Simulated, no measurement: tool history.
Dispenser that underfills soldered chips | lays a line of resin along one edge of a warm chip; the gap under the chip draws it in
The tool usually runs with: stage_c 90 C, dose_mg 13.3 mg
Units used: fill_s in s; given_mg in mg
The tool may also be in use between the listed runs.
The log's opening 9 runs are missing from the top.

run	hour	stage_c	dose_mg	hours of work since the syringe was changed	hours of work since the valve was cleaned	hours of work since the stage was calibrated	fill_s	given_mg
10	58.6	90	13.3	7	35	206	183.6	12.80
# hour 59.8: new syringe of resin
11	67.4	90	13.8	5	41	211	165.7	13.28
# hour 71.3: new syringe of resin
12	73.9	90	15.4	2	45	216	128.7	14.70
13	78.5	77	13.3	5	48	219	274.0	12.68
# hour 82.7: new syringe of resin
14	85.3	90	13.3	2	53	223	136.9	12.60
15	93.1	90	13.3	7	58	229	186.9	12.61
# hour 94.3: new syringe of resin
# hour 100.5: dispensing valve cleaned and set on the balance
16	101.6	90	16.1	4	1	234	149.0	16.06
# hour 106.9: new syringe of resin
17	107.4	90	12.4	0	5	238	121.6	12.35
18	113.3	90	12.4	4	9	242	155.4	12.35
# hour 118.3: new syringe of resin
19	123.4	85	15.4	4	15	248	175.3	15.21
# hour 130.1: new syringe of resin
20	131.6	100	16.9	1	21	254	83.4	16.57
21	136.5	80	11.5	4	24	257	242.3	11.26
# hour 141.5: new syringe of resin
22	145.8	85	13.3	3	31	263	172.4	12.98
23	151.1	85	13.3	7	34	267	212.7	12.83
# hour 152.7: new syringe of resin
24	157.3	77	15.4	3	38	271	240.0	14.95
25	162.8	96	11.4	7	42	275	142.4	11.01
# hour 164.5: new syringe of resin
26	171.6	96	11.4	5	48	281	128.0	11.01
# hour 176.0: new syringe of resin
27	179.3	102	16.6	2	53	286	82.9	15.84
# hour 188.0: new syringe of resin
28	188.9	79	14.1	1	60	293	190.8	13.37
# hour 193.7: dispensing valve cleaned and set on the balance
29	196.5	75	15.4	5	2	297	299.0	15.44
# hour 200.3: new syringe of resin
30	202.8	89	14.1	2	6	301	135.2	14.03
31	207.3	93	15.9	5	9	304	138.0	15.74
# hour 211.8: new syringe of resin
32	216.3	90	13.2	3	15	310	141.8	13.04
# hour 223.3: new syringe of resin
33	224.7	90	13.2	1	21	316	123.9	12.91
34	233.9	89	14.3	7	27	322	190.0	13.99

Branching from run 34: 3 alternative next runs. What would each branch give?
# hour 234.9: new syringe of resin
A	238.4	90	16.1	2	30	325	?	?
# hour 234.9: new syringe of resin
B	238.4	102	14.3	2	30	325	?	?
# hour 234.9: new syringe of resin
C	238.4	101	13.3	2	30	325	?	?

run	fill_s	given_mg
A	129.4	15.69
B	83.7	13.91
C	85.6	12.93
Had the tool no hidden state, the same runs would have come out as:
run	fill_s	given_mg
A	120.6	16.15
B	77.6	14.32
C	79.2	13.31
